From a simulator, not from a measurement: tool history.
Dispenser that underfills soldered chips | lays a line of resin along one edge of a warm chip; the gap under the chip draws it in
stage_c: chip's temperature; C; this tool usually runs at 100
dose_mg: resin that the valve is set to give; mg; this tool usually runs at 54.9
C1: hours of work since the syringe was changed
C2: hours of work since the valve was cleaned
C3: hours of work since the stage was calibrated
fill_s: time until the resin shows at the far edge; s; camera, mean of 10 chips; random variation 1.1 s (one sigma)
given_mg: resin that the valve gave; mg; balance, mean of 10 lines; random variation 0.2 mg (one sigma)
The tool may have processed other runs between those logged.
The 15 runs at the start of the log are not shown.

Run 16, hour 89.7: usual settings but stage_c 96 C; C1 7; C2 120; C3 258. Result: fill_s 186 s, given_mg 52.52 mg.
At hour 92.7: new syringe of resin.
Run 17, hour 93.4: usual settings but stage_c 96 C; C1 1; C2 123; C3 260. Result: fill_s 123.4 s, given_mg 52.73 mg.
At hour 100.2: dispensing valve cleaned and set on the balance.
Run 18, hour 101: usual settings but stage_c 96 C, dose_mg 58.1 mg; C1 5; C2 1; C3 265. Result: fill_s 169.6 s, given_mg 58.47 mg.
At hour 105.9: new syringe of resin.
Run 19, hour 106.9: usual settings but stage_c 94 C, dose_mg 61.5 mg; C1 1; C2 5; C3 269. Result: fill_s 129.4 s, given_mg 61.82 mg.
Run 20, hour 114: usual settings but stage_c 88 C, dose_mg 47.7 mg; C1 6; C2 10; C3 275. Result: fill_s 220.1 s, given_mg 47.26 mg.
At hour 118: new syringe of resin.
Run 21, hour 118.6: usual settings but stage_c 91 C, dose_mg 70 mg; C1 0; C2 13; C3 278. Result: fill_s 142 s, given_mg 69.23 mg.
Run 22, hour 125.6: usual settings but stage_c 103 C, dose_mg 53.6 mg; C1 6; C2 18; C3 283. Result: fill_s 143 s, given_mg 53.36 mg.
At hour 130: new syringe of resin.
Run 23, hour 132.3: usual settings but stage_c 90 C, dose_mg 53.3 mg; C1 2; C2 23; C3 288. Result: fill_s 161.9 s, given_mg 52.95 mg.
Run 24, hour 136.4: usual settings but stage_c 101 C, dose_mg 64.6 mg; C1 5; C2 26; C3 291. Result: fill_s 141.2 s, given_mg 64.21 mg.
Run 25, hour 140.5: usual settings but stage_c 101 C, dose_mg 69.3 mg; C1 8; C2 29; C3 294. Result: fill_s 172.8 s, given_mg 68.96 mg.
At hour 142.2: new syringe of resin.
Run 26, hour 145.4: usual settings but stage_c 113 C, dose_mg 56 mg; C1 2; C2 33; C3 297. Result: fill_s 89.3 s, given_mg 55.55 mg.
Run 27, hour 153: usual settings but stage_c 109 C, dose_mg 64.4 mg; C1 8; C2 38; C3 303. Result: fill_s 141.8 s, given_mg 63.41 mg.
At hour 154.6: new syringe of resin.
Run 28, hour 157.6: usual settings but stage_c 89 C, dose_mg 70.8 mg; C1 2; C2 42; C3 306. Result: fill_s 166 s, given_mg 69.83 mg.
Run 29, hour 161.3: usual settings but stage_c 107 C; C1 5; C2 44; C3 309. Result: fill_s 123.8 s, given_mg 53.96 mg.
Run 30, hour 165.4: usual settings but stage_c 107 C; C1 8; C2 47; C3 312. Result: fill_s 150.4 s, given_mg 54.32 mg.
At hour 167: new syringe of resin.
Run 31, hour 172.8: usual settings but stage_c 110 C, dose_mg 56.4 mg; C1 4; C2 53; C3 317. Result: fill_s 111.9 s, given_mg 55.46 mg.
At hour 179.3: new syringe of resin.
Run 32, hour 180.5: usual settings but stage_c 106 C, dose_mg 55.6 mg; C1 1; C2 58; C3 323. Result: fill_s 98.5 s, given_mg 54.57 mg.
Run 33, hour 188.2: usual settings but stage_c 101 C, dose_mg 52.7 mg; C1 7; C2 64; C3 328. Result: fill_s 162 s, given_mg 51.36 mg.
At hour 191.3: new syringe of resin.
Run 34, hour 194.8: usual settings but stage_c 114 C; C1 3; C2 69; C3 333. Result: fill_s 87.7 s, given_mg 53.73 mg.

What if the next run were any one of these 3? Each begins from the tool's condition after run 34:
Run A, hour 198.1: usual settings but stage_c 114 C, dose_mg 59.9 mg; C1 5; C2 71; C3 336. Result: fill_s ?, given_mg ?.
Run B, hour 198.1: usual settings but stage_c 95 C, dose_mg 54.7 mg; C1 5; C2 71; C3 336. Result: fill_s ?, given_mg ?.
Run C, hour 198.1: usual settings but stage_c 94 C; C1 5; C2 71; C3 336. Result: fill_s ?, given_mg ?.

run  fill_s  given_mg
  A   102.5     58.63
  B   169.5     53.43
  C   174.8     53.62
Without the tool's unlogged condition, the same runs would have read:
run  fill_s  given_mg
  A    76.6     59.89
  B   126.9     54.57
  C     131     54.77
